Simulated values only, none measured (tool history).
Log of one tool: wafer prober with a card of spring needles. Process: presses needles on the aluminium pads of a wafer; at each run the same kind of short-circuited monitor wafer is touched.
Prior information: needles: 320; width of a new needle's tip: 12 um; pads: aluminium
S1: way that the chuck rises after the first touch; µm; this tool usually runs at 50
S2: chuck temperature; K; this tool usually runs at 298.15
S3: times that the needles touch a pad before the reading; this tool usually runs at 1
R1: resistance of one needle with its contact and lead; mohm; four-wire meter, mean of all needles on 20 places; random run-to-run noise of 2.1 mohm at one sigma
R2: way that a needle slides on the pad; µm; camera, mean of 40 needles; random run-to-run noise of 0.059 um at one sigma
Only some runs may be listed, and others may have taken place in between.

| run | hour | S1 | S2 | S3 | R1 | R2 |
|---|---|---|---|---|---|---|
| 1 | 0.0 | 50 | 298.15 | 1 | 237 | 12.32 |
| 2 | 10.0 | 50 | 298.15 | 1 | 300 | 12.33 |
| 3 | 19.9 | 50 | 298.15 | 2 | 290 | 12.31 |
| 4 | 30.7 | 52 | 298.15 | 1 | 350 | 12.79 |
|  | 32.6 | tips cleaned on abrasive film |
| 5 | 39.5 | 52 | 298.15 | 1 | 278 | 12.79 |
| 6 | 45.8 | 52 | 298.15 | 1 | 304 | 12.81 |
| 7 | 56.7 | 50 | 298.15 | 1 | 346 | 12.31 |
|  | 64.5 | tips cleaned on abrasive film |
| 8 | 64.5 | 50 | 298.15 | 1 | 237 | 12.34 |
| 9 | 73.5 | 50 | 298.15 | 1 | 296 | 12.35 |
| 10 | 79.6 | 50 | 298.15 | 1 | 326 | 12.42 |
| 11 | 88.1 | 50 | 298.15 | 1 | 346 | 12.34 |
| 12 | 95.5 | 50 | 298.15 | 1 | 359 | 12.45 |
|  | 96.4 | tips cleaned on abrasive film |
| 13 | 104.7 | 50 | 298.15 | 1 | 295 | 12.33 |
|  | 105.5 | height of the first contact set anew |
| 14 | 111.2 | 50 | 384.15 | 1 | 334 | 12.26 |
| 15 | 119.6 | 50 | 384.15 | 1 | 354 | 12.35 |
| 16 | 125.1 | 50 | 384.15 | 1 | 370 | 12.31 |
|  | 128.8 | tips cleaned on abrasive film |
| 17 | 133.4 | 50 | 384.15 | 1 | 285 | 12.23 |
| 18 | 143.5 | 50 | 298.15 | 2 | 278 | 12.34 |
|  | 151.3 | height of the first contact set anew, once more |
| 19 | 154.4 | 50 | 358.15 | 2 | 313 | 12.54 |
|  | 161.4 | tips cleaned on abrasive film |
| 20 | 163.1 | 69 | 358.15 | 1 | 252 | 17.46 |
| 21 | 171.3 | 50 | 330.15 | 1 | 304 | 12.56 |
| 22 | 180.1 | 50 | 330.15 | 1 | 336 | 12.49 |
| 23 | 187.7 | 30 | 366.15 | 1 | 539 | 7.46 |
|  | 193.4 | tips cleaned on abrasive film |
| 24 | 199.4 | 30 | 385.15 | 1 | 376 | 7.46 |
| 25 | 208.8 | 46 | 320.15 | 2 | 302 | 11.56 |
| 26 | 215.0 | 46 | 320.15 | 2 | 311 | 11.52 |
| 27 | 221.3 | 46 | 371.15 | 2 | 334 | 11.48 |
|  | 225.2 | tips cleaned on abrasive film |
| 28 | 226.5 | 50 | 298.15 | 3 | 237 | 12.44 |
| 29 | 235.4 | 50 | 298.15 | 3 | 254 | 12.55 |
| 30 | 242.0 | 37 | 357.15 | 3 | 311 | 9.23 |
| 31 | 252.4 | 40 | 332.15 | 2 | 346 | 9.93 |
|  | 257.3 | tips cleaned on abrasive film |
| 32 | 257.5 | 58 | 326.15 | 3 | 234 | 14.29 |
| 33 | 265.4 | 44 | 356.15 | 1 | 319 | 10.90 |
| 34 | 276.8 | 42 | 298.15 | 1 | 373 | 10.45 |
| 35 | 286.4 | 53 | 298.15 | 2 | 296 | 13.17 |

Pick out some run-to-run changes in R1. Of each, how much would a tool without hidden state show as well, from the settings, what came in and chance, and how much is left for the hidden state and any gauge scatter not in both results compared?
The hidden state here: debris on the tips, nm; way that the needles fall short of the set height, um; tips' diameter, um; drift of the gauge itself on contact_mohm, %; drift of the gauge itself on scrub_um, %.
Run 7 -> 8: tips cleaned on abrasive film. R1 -109 mohm: hidden state -107, all else -2.
Run 22 -> 23: S1 50 -> 30, S2 330.15 -> 366.15. R1 +203 mohm: hidden state +173, all else +30.
Run 23 -> 24: S2 366.15 -> 385.15, tips cleaned on abrasive film. R1 -163 mohm: hidden state -169, all else +6.
Run 31 -> 32: S1 40 -> 58, S2 332.15 -> 326.15, S3 2 -> 3, tips cleaned on abrasive film. R1 -112 mohm: hidden state -103, all else -9.

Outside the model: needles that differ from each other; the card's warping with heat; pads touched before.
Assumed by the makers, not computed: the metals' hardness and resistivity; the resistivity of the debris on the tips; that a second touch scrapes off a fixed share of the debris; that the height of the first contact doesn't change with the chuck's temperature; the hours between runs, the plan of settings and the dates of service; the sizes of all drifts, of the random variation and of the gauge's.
